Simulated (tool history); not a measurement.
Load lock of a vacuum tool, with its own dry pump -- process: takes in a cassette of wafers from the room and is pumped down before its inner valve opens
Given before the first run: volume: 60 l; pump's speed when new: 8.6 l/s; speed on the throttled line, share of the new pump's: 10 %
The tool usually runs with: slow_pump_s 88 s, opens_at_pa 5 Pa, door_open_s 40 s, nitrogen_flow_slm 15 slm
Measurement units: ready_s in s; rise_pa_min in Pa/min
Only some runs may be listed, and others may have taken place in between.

| run | hour | slow_pump_s | opens_at_pa | door_open_s | nitrogen_flow_slm | incoming humidity of the room's air, % | ready_s | rise_pa_min |
|---|---|---|---|---|---|---|---|---|
| 1 | 0.0 | 88 | 5 | 40 | 15 | 41.7 | 151.0 | 0.464 |
| 2 | 238.0 | 88 | 5 | 71 | 15 | 45.0 | 149.2 | 0.490 |
|  | 454.3 | door's seal changed, seat wiped |
| 3 | 483.1 | 88 | 5 | 71 | 15 | 41.2 | 150.6 | 0.046 |
| 4 | 850.0 | 88 | 5 | 40 | 15 | 43.9 | 149.2 | 0.048 |
| 5 | 1237.8 | 88 | 5 | 40 | 15 | 43.9 | 152.7 | 0.060 |
| 6 | 1649.8 | 88 | 5 | 40 | 15 | 43.5 | 151.8 | 0.071 |
| 7 | 1995.2 | 88 | 5 | 40 | 15 | 39.9 | 151.0 | 0.082 |
| 8 | 2408.7 | 88 | 4 | 40 | 15 | 45.4 | 154.7 | 0.109 |
| 9 | 2756.5 | 88 | 4 | 40 | 15 | 47.9 | 155.8 | 0.124 |
| 10 | 2953.2 | 88 | 5 | 40 | 15 | 47.7 | 153.2 | 0.137 |
| 11 | 3130.3 | 88 | 5 | 40 | 15 | 45.4 | 153.9 | 0.146 |
| 12 | 3356.4 | 88 | 5 | 40 | 15 | 47.3 | 156.5 | 0.159 |
| 13 | 3753.2 | 88 | 4 | 40 | 15 | 43.3 | 157.6 | 0.183 |
| 14 | 3961.9 | 88 | 5 | 40 | 10 | 47.4 | 157.0 | 0.206 |
| 15 | 4199.6 | 88 | 9 | 40 | 15 | 45.3 | 152.2 | 0.213 |
| 16 | 4450.2 | 88 | 9 | 40 | 15 | 41.5 | 151.5 | 0.226 |
| 17 | 4783.7 | 119 | 9 | 40 | 15 | 44.6 | 179.0 | 0.260 |
| 18 | 5024.2 | 88 | 5 | 40 | 15 | 48.0 | 159.7 | 0.284 |
| 19 | 5450.7 | 88 | 6 | 40 | 15 | 39.3 | 156.7 | 0.310 |
| 20 | 5638.2 | 88 | 6 | 40 | 15 | 43.3 | 159.6 | 0.330 |
| 21 | 6056.2 | 122 | 5 | 40 | 15 | 45.1 | 191.2 | 0.385 |
| 22 | 6463.0 | 122 | 5 | 40 | 15 | 45.5 | 190.0 | 0.408 |
| 23 | 6842.7 | 126 | 5 | 105 | 8 | 46.5 | 196.6 | 0.493 |

Expected results for the next run?
|  | 7100.7 | door's seal changed, seat wiped |
| 24 | 7232.0 | 84 | 5 | 105 | 7 | 45.3 | ? | ? |

{"run 24": {"ready_s": 159.0, "rise_pa_min": 0.065}}
Were there no unlogged condition in the tool, this run, its random variation unchanged, would have produced ready_s 145.2 s, rise_pa_min 0.063 Pa/min.

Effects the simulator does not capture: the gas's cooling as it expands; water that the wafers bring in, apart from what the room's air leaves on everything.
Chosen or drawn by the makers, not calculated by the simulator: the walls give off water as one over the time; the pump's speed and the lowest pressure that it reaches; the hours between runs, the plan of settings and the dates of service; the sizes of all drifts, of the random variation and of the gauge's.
